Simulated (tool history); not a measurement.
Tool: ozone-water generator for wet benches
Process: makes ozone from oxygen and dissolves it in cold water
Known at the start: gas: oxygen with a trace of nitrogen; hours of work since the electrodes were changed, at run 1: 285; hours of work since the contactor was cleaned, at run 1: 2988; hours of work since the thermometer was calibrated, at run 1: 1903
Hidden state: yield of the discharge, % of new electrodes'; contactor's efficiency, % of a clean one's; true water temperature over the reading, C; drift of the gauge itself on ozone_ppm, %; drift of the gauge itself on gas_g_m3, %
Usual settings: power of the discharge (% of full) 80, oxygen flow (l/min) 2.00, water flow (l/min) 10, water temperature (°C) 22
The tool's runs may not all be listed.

| run | hour | power of the discharge (% of full) | oxygen flow (l/min) | water flow (l/min) | water temperature (°C) | hours of work since the electrodes were changed | hours of work since the contactor was cleaned | hours of work since the thermometer was calibrated | dissolved ozone (ppm) | ozone in the gas ahead of the water (g/m3) |
|---|---|---|---|---|---|---|---|---|---|---|
| 1 | 0.0 | 80 | 2.00 | 10 | 22 | 285 | 2988 | 1903 | 24.4 | 245.5 |
| 2 | 57.6 | 80 | 2.00 | 10 | 22 | 333 | 3036 | 1952 | 24.6 | 245.4 |
| 3 | 117.2 | 80 | 2.00 | 10 | 22 | 384 | 3087 | 2002 | 24.3 | 245.3 |
| 4 | 232.1 | 80 | 2.00 | 10 | 22 | 481 | 3184 | 2100 | 24.2 | 243.0 |
| 5 | 285.4 | 80 | 2.00 | 10 | 22 | 526 | 3230 | 2145 | 24.3 | 246.9 |
| 6 | 337.6 | 80 | 1.25 | 10 | 22 | 571 | 3274 | 2189 | 24.5 | 332.6 |
| 7 | 455.0 | 80 | 1.25 | 10 | 22 | 670 | 3373 | 2288 | 24.4 | 331.4 |
| 8 | 504.9 | 80 | 2.00 | 10 | 22 | 713 | 3416 | 2331 | 24.3 | 248.3 |
| 9 | 588.5 | 80 | 2.00 | 11 | 22 | 783 | 3486 | 2401 | 22.4 | 244.4 |
| 10 | 664.1 | 49 | 2.00 | 10 | 22 | 847 | 3550 | 2465 | 17.0 | 168.8 |
|  | 722.9 | contactor cleaned |
| 11 | 722.9 | 49 | 2.00 | 10 | 22 | 894 | 0 | 2512 | 16.6 | 169.1 |
| 12 | 787.5 | 80 | 2.00 | 10 | 22 | 948 | 55 | 2567 | 24.7 | 245.9 |
| 13 | 845.4 | 80 | 2.00 | 9 | 22 | 998 | 104 | 2616 | 26.4 | 246.8 |
| 14 | 903.1 | 80 | 2.00 | 10 | 22 | 1047 | 153 | 2665 | 24.7 | 243.4 |
| 15 | 966.5 | 80 | 2.00 | 10 | 22 | 1100 | 206 | 2718 | 24.4 | 244.8 |
| 16 | 1048.2 | 80 | 2.00 | 10 | 22 | 1169 | 276 | 2788 | 24.5 | 242.7 |
| 17 | 1107.4 | 80 | 2.00 | 10 | 22 | 1220 | 326 | 2838 | 24.5 | 244.5 |
| 18 | 1189.2 | 76 | 1.38 | 7 | 22 | 1289 | 395 | 2907 | 31.6 | 295.6 |
| 19 | 1265.5 | 73 | 1.01 | 6 | 26 | 1354 | 460 | 2972 | 33.1 | 353.7 |
| 20 | 1320.7 | 73 | 1.01 | 6 | 26 | 1400 | 506 | 3018 | 33.3 | 357.0 |
| 21 | 1419.4 | 43 | 1.60 | 10 | 22 | 1484 | 590 | 3102 | 15.2 | 174.5 |
| 22 | 1478.7 | 80 | 1.24 | 10 | 22 | 1534 | 640 | 3152 | 24.5 | 328.8 |
| 23 | 1545.1 | 80 | 1.24 | 10 | 22 | 1590 | 697 | 3209 | 24.4 | 328.8 |
| 24 | 1655.6 | 80 | 1.62 | 13 | 23 | 1684 | 790 | 3302 | 19.4 | 278.7 |
| 25 | 1751.5 | 80 | 1.62 | 13 | 23 | 1765 | 872 | 3383 | 19.2 | 275.6 |
| 26 | 1859.4 | 96 | 1.11 | 10 | 22 | 1857 | 963 | 3475 | 27.9 | 405.5 |
| 27 | 1915.5 | 41 | 1.12 | 10 | 22 | 1904 | 1010 | 3522 | 14.7 | 209.6 |
| 28 | 2003.0 | 95 | 1.12 | 10 | 22 | 1978 | 1085 | 3597 | 27.4 | 398.3 |
| 29 | 2118.8 | 78 | 1.31 | 10 | 28 | 2076 | 1183 | 3695 | 22.8 | 311.2 |
| 30 | 2225.8 | 78 | 1.31 | 10 | 28 | 2167 | 1273 | 3785 | 22.8 | 310.2 |
| 31 | 2286.8 | 78 | 1.31 | 10 | 28 | 2219 | 1325 | 3837 | 22.6 | 311.5 |
| 32 | 2379.3 | 78 | 1.31 | 10 | 28 | 2297 | 1403 | 3915 | 22.5 | 310.1 |

5 ways to go on from here, each from the tool as it stands after run 32. What would each give?
| A | 2458.4 | 61 | 1.02 | 10 | 24 | 2364 | 1470 | 3982 | ? | ? |
| B | 2458.4 | 47 | 2.00 | 10 | 22 | 2364 | 1470 | 3982 | ? | ? |
| C | 2458.4 | 69 | 3.01 | 16 | 28 | 2364 | 1470 | 3982 | ? | ? |
| D | 2458.4 | 80 | 2.38 | 7 | 22 | 2364 | 1470 | 3982 | ? | ? |
| E | 2458.4 | 80 | 2.00 | 10 | 19 | 2364 | 1470 | 3982 | ? | ? |

| run | dissolved ozone (ppm) | ozone in the gas ahead of the water (g/m3) |
|---|---|---|
| A | 19.4 | 302.3 |
| B | 16.3 | 159.7 |
| C | 13.2 | 166.5 |
| D | 30.5 | 218.4 |
| E | 25.4 | 241.7 |
Without the tool's hidden state the same runs would have given:
| run | dissolved ozone (ppm) | ozone in the gas ahead of the water (g/m3) |
|---|---|---|
| A | 19.4 | 308.1 |
| B | 16.3 | 162.8 |
| C | 13.2 | 169.8 |
| D | 30.5 | 222.6 |
| E | 25.4 | 246.4 |

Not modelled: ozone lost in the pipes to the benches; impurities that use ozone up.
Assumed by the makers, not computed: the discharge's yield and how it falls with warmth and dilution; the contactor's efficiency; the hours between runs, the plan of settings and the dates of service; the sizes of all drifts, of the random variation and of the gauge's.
